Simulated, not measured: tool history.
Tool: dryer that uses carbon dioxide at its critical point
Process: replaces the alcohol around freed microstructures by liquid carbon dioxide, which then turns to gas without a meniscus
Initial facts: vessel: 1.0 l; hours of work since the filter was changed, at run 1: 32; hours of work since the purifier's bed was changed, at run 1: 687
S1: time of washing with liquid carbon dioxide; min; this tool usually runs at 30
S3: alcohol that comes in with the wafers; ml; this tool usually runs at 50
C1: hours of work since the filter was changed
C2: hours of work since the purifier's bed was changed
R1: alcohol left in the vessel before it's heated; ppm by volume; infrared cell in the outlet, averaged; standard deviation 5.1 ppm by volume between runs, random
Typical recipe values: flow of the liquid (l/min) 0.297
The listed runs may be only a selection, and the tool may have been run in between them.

{"run": 1, "hour": 0.0, "S1": 30, "flow of the liquid (l/min)": 0.297, "S3": 50, "C1": 32, "C2": 687, "R1": 158}
{"run": 2, "hour": 67.7, "S1": 30, "flow of the liquid (l/min)": 0.297, "S3": 50, "C1": 60, "C2": 714, "R1": 177}
{"run": 3, "hour": 97.1, "S1": 30, "flow of the liquid (l/min)": 0.297, "S3": 109, "C1": 72, "C2": 726, "R1": 250}
{"run": 4, "hour": 149.7, "S1": 30, "flow of the liquid (l/min)": 0.297, "S3": 37, "C1": 93, "C2": 747, "R1": 158}
{"run": 5, "hour": 218.9, "S1": 30, "flow of the liquid (l/min)": 0.297, "S3": 37, "C1": 121, "C2": 775, "R1": 171}
{"run": 6, "hour": 254.7, "S1": 36, "flow of the liquid (l/min)": 0.297, "S3": 50, "C1": 136, "C2": 790, "R1": 144}
{"run": 7, "hour": 298.1, "S1": 36, "flow of the liquid (l/min)": 0.297, "S3": 50, "C1": 153, "C2": 808, "R1": 147}
{"run": 8, "hour": 352.5, "S1": 19, "flow of the liquid (l/min)": 0.297, "S3": 50, "C1": 175, "C2": 830, "R1": 991}
{"run": 9, "hour": 416.0, "S1": 19, "flow of the liquid (l/min)": 0.26, "S3": 50, "C1": 201, "C2": 856, "R1": 1518}
{"run": 10, "hour": 465.2, "S1": 19, "flow of the liquid (l/min)": 0.26, "S3": 50, "C1": 221, "C2": 876, "R1": 1578}
{"run": 11, "hour": 515.8, "S1": 30, "flow of the liquid (l/min)": 0.297, "S3": 77, "C1": 242, "C2": 896, "R1": 268}
{"run": 12, "hour": 552.3, "S1": 30, "flow of the liquid (l/min)": 0.297, "S3": 50, "C1": 257, "C2": 911, "R1": 222}
{"run": 13, "hour": 580.6, "S1": 30, "flow of the liquid (l/min)": 0.297, "S3": 50, "C1": 268, "C2": 922, "R1": 222}
{"run": 14, "hour": 643.6, "S1": 30, "flow of the liquid (l/min)": 0.297, "S3": 50, "C1": 294, "C2": 948, "R1": 246}
{"run": 15, "hour": 702.8, "S1": 30, "flow of the liquid (l/min)": 0.297, "S3": 50, "C1": 318, "C2": 972, "R1": 248}
{"run": 16, "hour": 759.8, "S1": 30, "flow of the liquid (l/min)": 0.297, "S3": 50, "C1": 341, "C2": 995, "R1": 250}
{"run": 17, "hour": 817.7, "S1": 41, "flow of the liquid (l/min)": 0.297, "S3": 50, "C1": 364, "C2": 1019, "R1": 159}
{"run": 18, "hour": 857.8, "S1": 18, "flow of the liquid (l/min)": 0.297, "S3": 50, "C1": 381, "C2": 1035, "R1": 1470}
{"run": 19, "hour": 917.9, "S1": 18, "flow of the liquid (l/min)": 0.297, "S3": 50, "C1": 405, "C2": 1059, "R1": 1532}
{"run": 20, "hour": 959.1, "S1": 18, "flow of the liquid (l/min)": 0.297, "S3": 50, "C1": 422, "C2": 1076, "R1": 1526}
{"run": 21, "hour": 990.8, "S1": 21, "flow of the liquid (l/min)": 0.297, "S3": 50, "C1": 435, "C2": 1089, "R1": 920}
{"run": 22, "hour": 1039.4, "S1": 30, "flow of the liquid (l/min)": 0.423, "S3": 50, "C1": 454, "C2": 1109, "R1": 167}
{"run": 23, "hour": 1075.2, "S1": 30, "flow of the liquid (l/min)": 0.423, "S3": 50, "C1": 469, "C2": 1123, "R1": 177}
{"hour": 1119.3, "done": "purifier's bed changed"}
{"run": 24, "hour": 1141.2, "S1": 30, "flow of the liquid (l/min)": 0.297, "S3": 50, "C1": 494, "C2": 9, "R1": 156}
{"run": 25, "hour": 1208.6, "S1": 39, "flow of the liquid (l/min)": 0.236, "S3": 118, "C1": 522, "C2": 36, "R1": 302}
{"run": 26, "hour": 1247.1, "S1": 23, "flow of the liquid (l/min)": 0.206, "S3": 53, "C1": 537, "C2": 52, "R1": 2464}
{"run": 27, "hour": 1300.6, "S1": 47, "flow of the liquid (l/min)": 0.219, "S3": 108, "C1": 559, "C2": 74, "R1": 163}
{"run": 28, "hour": 1337.9, "S1": 47, "flow of the liquid (l/min)": 0.219, "S3": 32, "C1": 574, "C2": 89, "R1": 68}
{"hour": 1344.7, "done": "inlet filter changed"}
{"run": 29, "hour": 1387.3, "S1": 31, "flow of the liquid (l/min)": 0.501, "S3": 50, "C1": 17, "C2": 108, "R1": 29}
{"run": 30, "hour": 1443.6, "S1": 28, "flow of the liquid (l/min)": 0.203, "S3": 118, "C1": 40, "C2": 131, "R1": 1777}
{"run": 31, "hour": 1509.6, "S1": 28, "flow of the liquid (l/min)": 0.203, "S3": 118, "C1": 67, "C2": 158, "R1": 1832}
{"run": 32, "hour": 1567.9, "S1": 38, "flow of the liquid (l/min)": 0.297, "S3": 25, "C1": 91, "C2": 182, "R1": 42}
{"run": 33, "hour": 1601.4, "S1": 38, "flow of the liquid (l/min)": 0.297, "S3": 25, "C1": 104, "C2": 195, "R1": 36}
{"run": 34, "hour": 1644.8, "S1": 38, "flow of the liquid (l/min)": 0.297, "S3": 25, "C1": 122, "C2": 213, "R1": 36}
{"run": 35, "hour": 1703.0, "S1": 38, "flow of the liquid (l/min)": 0.297, "S3": 25, "C1": 146, "C2": 237, "R1": 45}
{"run": 36, "hour": 1738.4, "S1": 38, "flow of the liquid (l/min)": 0.409, "S3": 87, "C1": 160, "C2": 251, "R1": 42}
{"run": 37, "hour": 1779.6, "S1": 38, "flow of the liquid (l/min)": 0.491, "S3": 87, "C1": 177, "C2": 268, "R1": 38}
{"run": 38, "hour": 1844.8, "S1": 38, "flow of the liquid (l/min)": 0.491, "S3": 87, "C1": 203, "C2": 294, "R1": 48}
{"run": 39, "hour": 1905.5, "S1": 38, "flow of the liquid (l/min)": 0.323, "S3": 23, "C1": 228, "C2": 319, "R1": 61}
{"run": 40, "hour": 1956.2, "S1": 43, "flow of the liquid (l/min)": 0.381, "S3": 23, "C1": 248, "C2": 339, "R1": 53}
{"run": 41, "hour": 1991.2, "S1": 43, "flow of the liquid (l/min)": 0.381, "S3": 23, "C1": 263, "C2": 354, "R1": 54}
{"run": 42, "hour": 2020.2, "S1": 30, "flow of the liquid (l/min)": 0.304, "S3": 23, "C1": 274, "C2": 365, "R1": 100}
{"run": 43, "hour": 2058.4, "S1": 30, "flow of the liquid (l/min)": 0.304, "S3": 23, "C1": 290, "C2": 381, "R1": 101}
{"run": 44, "hour": 2103.0, "S1": 28, "flow of the liquid (l/min)": 0.363, "S3": 51, "C1": 308, "C2": 399, "R1": 106}
{"run": 45, "hour": 2153.7, "S1": 28, "flow of the liquid (l/min)": 0.363, "S3": 51, "C1": 329, "C2": 420, "R1": 119}
{"run": 46, "hour": 2186.3, "S1": 28, "flow of the liquid (l/min)": 0.363, "S3": 51, "C1": 342, "C2": 433, "R1": 116}
{"run": 47, "hour": 2226.7, "S1": 20, "flow of the liquid (l/min)": 0.325, "S3": 76, "C1": 358, "C2": 449, "R1": 950}
{"run": 48, "hour": 2290.7, "S1": 20, "flow of the liquid (l/min)": 0.325, "S3": 76, "C1": 384, "C2": 475, "R1": 1020}

Describe how what the log doesn't record of the tool's condition differs between the last listed run preceding each entry between runs and the first listed run following it.
In the gap between runs 23 and 24: purifier's bed changed (hour 1119.3)
  flow that reaches the vessel past the clogged filter, %: 87.3 -> 86.6; alcohol in the recycled carbon dioxide, ppm: 162.5 -> 7.2
  measured less the result without the state, R1: +163 -> +89 ppm by volume
In the gap between runs 28 and 29: inlet filter changed (hour 1344.7)
  flow that reaches the vessel past the clogged filter, %: 84.5 -> 99.1; alcohol in the recycled carbon dioxide, ppm: 18.7 -> 21.4
  measured less the result without the state, R1: +45 -> +16 ppm by volume
